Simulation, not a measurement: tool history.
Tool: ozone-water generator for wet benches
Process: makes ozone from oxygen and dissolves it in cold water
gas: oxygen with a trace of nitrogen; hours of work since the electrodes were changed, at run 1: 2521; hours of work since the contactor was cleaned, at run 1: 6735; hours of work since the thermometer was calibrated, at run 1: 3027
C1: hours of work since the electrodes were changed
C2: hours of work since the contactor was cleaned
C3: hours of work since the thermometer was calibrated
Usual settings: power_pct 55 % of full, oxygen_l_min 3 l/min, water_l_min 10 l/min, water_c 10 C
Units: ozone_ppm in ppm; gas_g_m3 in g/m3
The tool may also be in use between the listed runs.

{"run": 1, "hour": 0.0, "power_pct": 55, "oxygen_l_min": 3, "water_l_min": 10, "water_c": 10, "C1": 2521, "C2": 6735, "C3": 3027, "ozone_ppm": 23.7, "gas_g_m3": 209.2}
{"run": 2, "hour": 78.2, "power_pct": 55, "oxygen_l_min": 3, "water_l_min": 10, "water_c": 10, "C1": 2575, "C2": 6789, "C3": 3081, "ozone_ppm": 23.2, "gas_g_m3": 205.8}
{"run": 3, "hour": 220.3, "power_pct": 55, "oxygen_l_min": 3, "water_l_min": 10, "water_c": 10, "C1": 2672, "C2": 6886, "C3": 3178, "ozone_ppm": 23.3, "gas_g_m3": 208}
{"run": 4, "hour": 358.4, "power_pct": 55, "oxygen_l_min": 3, "water_l_min": 10, "water_c": 10, "C1": 2767, "C2": 6981, "C3": 3273, "ozone_ppm": 23.2, "gas_g_m3": 206.4}
{"run": 5, "hour": 527.7, "power_pct": 55, "oxygen_l_min": 3, "water_l_min": 10, "water_c": 10, "C1": 2883, "C2": 7097, "C3": 3389, "ozone_ppm": 23.1, "gas_g_m3": 206.1}
{"run": 6, "hour": 615.9, "power_pct": 55, "oxygen_l_min": 3, "water_l_min": 6, "water_c": 10, "C1": 2944, "C2": 7157, "C3": 3449, "ozone_ppm": 32.9, "gas_g_m3": 205.3}
{"run": 7, "hour": 695.5, "power_pct": 55, "oxygen_l_min": 3, "water_l_min": 6, "water_c": 10, "C1": 2998, "C2": 7212, "C3": 3504, "ozone_ppm": 33.2, "gas_g_m3": 204.1}
{"hour": 707.0, "done": "water thermometer calibrated"}
{"run": 8, "hour": 839.1, "power_pct": 55, "oxygen_l_min": 3, "water_l_min": 6, "water_c": 10, "C1": 3096, "C2": 7310, "C3": 91, "ozone_ppm": 33, "gas_g_m3": 205.2}
{"run": 9, "hour": 979.4, "power_pct": 55, "oxygen_l_min": 1.94, "water_l_min": 12, "water_c": 10, "C1": 3192, "C2": 7406, "C3": 187, "ozone_ppm": 18.6, "gas_g_m3": 258}
{"run": 10, "hour": 1151.9, "power_pct": 55, "oxygen_l_min": 1.53, "water_l_min": 9, "water_c": 10, "C1": 3311, "C2": 7525, "C3": 305, "ozone_ppm": 23.7, "gas_g_m3": 293.9}
{"hour": 1182.1, "done": "water thermometer calibrated, once more"}
{"run": 11, "hour": 1257.8, "power_pct": 55, "oxygen_l_min": 2.63, "water_l_min": 11, "water_c": 8, "C1": 3383, "C2": 7597, "C3": 52, "ozone_ppm": 21.6, "gas_g_m3": 218.4}
{"run": 12, "hour": 1393.9, "power_pct": 55, "oxygen_l_min": 3, "water_l_min": 10, "water_c": 16, "C1": 3476, "C2": 7690, "C3": 145, "ozone_ppm": 20.9, "gas_g_m3": 204.1}
{"run": 13, "hour": 1503.5, "power_pct": 55, "oxygen_l_min": 3, "water_l_min": 7, "water_c": 16, "C1": 3551, "C2": 7765, "C3": 220, "ozone_ppm": 26.6, "gas_g_m3": 203.9}
{"run": 14, "hour": 1592.3, "power_pct": 55, "oxygen_l_min": 3, "water_l_min": 14, "water_c": 16, "C1": 3612, "C2": 7826, "C3": 281, "ozone_ppm": 16.1, "gas_g_m3": 203.4}
{"run": 15, "hour": 1739.2, "power_pct": 55, "oxygen_l_min": 3, "water_l_min": 8, "water_c": 10, "C1": 3713, "C2": 7927, "C3": 382, "ozone_ppm": 26.7, "gas_g_m3": 203.1}
{"run": 16, "hour": 1864.1, "power_pct": 55, "oxygen_l_min": 3, "water_l_min": 8, "water_c": 10, "C1": 3799, "C2": 8012, "C3": 468, "ozone_ppm": 26.7, "gas_g_m3": 201.9}

Hidden state or all else? Some run-to-run changes of ozone_ppm, split into what the settings, what came in and random variation would give without the hidden state, and what is left for the hidden state (with any gauge scatter that isn't in both results):
The hidden state here: yield of the discharge, % of new electrodes'; contactor's efficiency, % of a clean one's; true water temperature over the reading, C; drift of the gauge itself on ozone_ppm, %; drift of the gauge itself on gas_g_m3, %.
Run 8 -> 9: oxygen_l_min 3 -> 1.94, water_l_min 6 -> 12. ozone_ppm -14.4 ppm: hidden state +1.2, all else -15.6.
